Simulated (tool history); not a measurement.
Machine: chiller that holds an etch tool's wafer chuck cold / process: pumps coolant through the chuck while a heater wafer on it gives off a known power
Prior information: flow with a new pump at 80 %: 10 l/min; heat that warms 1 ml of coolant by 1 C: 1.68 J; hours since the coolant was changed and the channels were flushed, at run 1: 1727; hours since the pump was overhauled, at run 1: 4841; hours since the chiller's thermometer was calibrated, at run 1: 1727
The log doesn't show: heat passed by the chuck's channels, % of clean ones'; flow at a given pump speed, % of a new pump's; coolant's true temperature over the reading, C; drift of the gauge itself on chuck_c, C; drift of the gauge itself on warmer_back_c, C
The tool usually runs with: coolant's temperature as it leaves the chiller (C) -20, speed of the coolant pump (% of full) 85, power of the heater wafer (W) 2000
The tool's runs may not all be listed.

| run | hour | coolant's temperature as it leaves the chiller (C) | speed of the coolant pump (% of full) | power of the heater wafer (W) | hours since the coolant was changed and the channels were flushed | hours since the pump was overhauled | hours since the chiller's thermometer was calibrated | chuck's temperature once it has settled (C) | how much warmer the coolant comes back (C) |
|---|---|---|---|---|---|---|---|---|---|
| 1 | 0 | -20 | 85 | 2000 | 1727 | 4841 | 1727 | -7.5 | 6.66 |
| 2 | 100.8 | -20 | 85 | 2000 | 1828 | 4942 | 1828 | -7.5 | 6.68 |
| 3 | 221.9 | -20 | 85 | 2000 | 1949 | 5063 | 1949 | -7.4 | 6.69 |
| 4 | 360.5 | -20 | 85 | 2000 | 2087 | 5201 | 2087 | -7.6 | 6.69 |
| 5 | 458.9 | -20 | 85 | 2000 | 2186 | 5300 | 2186 | -7.5 | 6.69 |
| 6 | 560.8 | -20 | 85 | 2000 | 2288 | 5402 | 2288 | -7.5 | 6.77 |
| 7 | 634.8 | -20 | 89 | 2000 | 2362 | 5476 | 2362 | -8.1 | 6.41 |
| 8 | 725.7 | -20 | 85 | 2000 | 2452 | 5567 | 2452 | -7.4 | 6.74 |
| 9 | 848.7 | -20 | 85 | 2000 | 2575 | 5690 | 2575 | -7.3 | 6.79 |
| 10 | 952.1 | -20 | 85 | 2000 | 2679 | 5793 | 2679 | -7.5 | 6.75 |
| 11 | 1040.6 | -20 | 85 | 2501 | 2767 | 5882 | 2767 | -4.4 | 8.39 |
| 12 | 1164.5 | -20 | 85 | 2501 | 2891 | 6005 | 2891 | -4.2 | 8.49 |
| 13 | 1262.1 | -20 | 85 | 2501 | 2989 | 6103 | 2989 | -4.6 | 8.46 |
| 14 | 1363.3 | -20 | 85 | 2501 | 3090 | 6204 | 3090 | -4.4 | 8.51 |
| 15 | 1520.2 | -20 | 85 | 2501 | 3247 | 6361 | 3247 | -4.3 | 8.42 |
| 16 | 1673.7 | -20 | 85 | 2501 | 3400 | 6515 | 3400 | -4.5 | 8.46 |
|  | 1688.3 | chiller's thermometer calibrated |
| 17 | 1796.6 | -20 | 87 | 2253 | 3522 | 6637 | 108 | -6.2 | 7.51 |
| 18 | 1868.9 | -12 | 83 | 1630 | 3595 | 6709 | 181 | -1.6 | 5.68 |
| 19 | 2003.9 | -15 | 79 | 2316 | 3730 | 6844 | 316 | 0.5 | 8.53 |
| 20 | 2147.2 | -19 | 63 | 1631 | 3873 | 6987 | 459 | -5.8 | 7.69 |
| 21 | 2303.6 | -20 | 85 | 2953 | 4029 | 7144 | 615 | -1.7 | 9.97 |
| 22 | 2368.3 | -20 | 85 | 2953 | 4094 | 7208 | 680 | -1.7 | 10.03 |
| 23 | 2456.7 | -28 | 86 | 1798 | 4182 | 7297 | 768 | -16.9 | 6.11 |
| 24 | 2560.1 | -24 | 71 | 1074 | 4286 | 7400 | 872 | -15.9 | 4.5 |
| 25 | 2654.3 | -24 | 71 | 1074 | 4380 | 7494 | 966 | -16.3 | 4.53 |
| 26 | 2757 | -26 | 72 | 1104 | 4483 | 7597 | 1069 | -17.9 | 4.54 |
| 27 | 2823.9 | -29 | 62 | 1640 | 4550 | 7664 | 1136 | -15.4 | 7.85 |
| 28 | 2955.1 | -20 | 60 | 2146 | 4681 | 7795 | 1267 | -1.6 | 10.62 |
| 29 | 3095.5 | -20 | 79 | 2146 | 4821 | 7935 | 1407 | -5.5 | 7.95 |
| 30 | 3214.6 | -20 | 79 | 2146 | 4940 | 8055 | 1526 | -5.7 | 7.91 |
| 31 | 3317.2 | -29 | 63 | 2552 | 5043 | 8157 | 1629 | -8.1 | 11.98 |

Consider 5 possible next runs. They are alternatives, not a sequence: every one starts from the tool as it was left by run 31. What does each give?
| A | 3385.9 | -27 | 63 | 1515 | 5112 | 8226 | 1698 | ? | ? |
| B | 3385.9 | -20 | 85 | 1932 | 5112 | 8226 | 1698 | ? | ? |
| C | 3385.9 | -20 | 85 | 2365 | 5112 | 8226 | 1698 | ? | ? |
| D | 3385.9 | -13 | 63 | 2552 | 5112 | 8226 | 1698 | ? | ? |
| E | 3385.9 | -29 | 70 | 2961 | 5112 | 8226 | 1698 | ? | ? |

| run | chuck's temperature once it has settled (C) | how much warmer the coolant comes back (C) |
|---|---|---|
| A | -14.6 | 7.15 |
| B | -7.9 | 6.63 |
| C | -5.2 | 8.13 |
| D | 7.9 | 11.95 |
| E | -7.2 | 12.32 |
Stripped of hidden state, with their random variation kept, the same runs would have yielded:
| run | chuck's temperature once it has settled (C) | how much warmer the coolant comes back (C) |
|---|---|---|
| A | -14.7 | 6.94 |
| B | -7.9 | 6.42 |
| C | -5.3 | 7.92 |
| D | 7.8 | 11.73 |
| E | -7.2 | 12.1 |
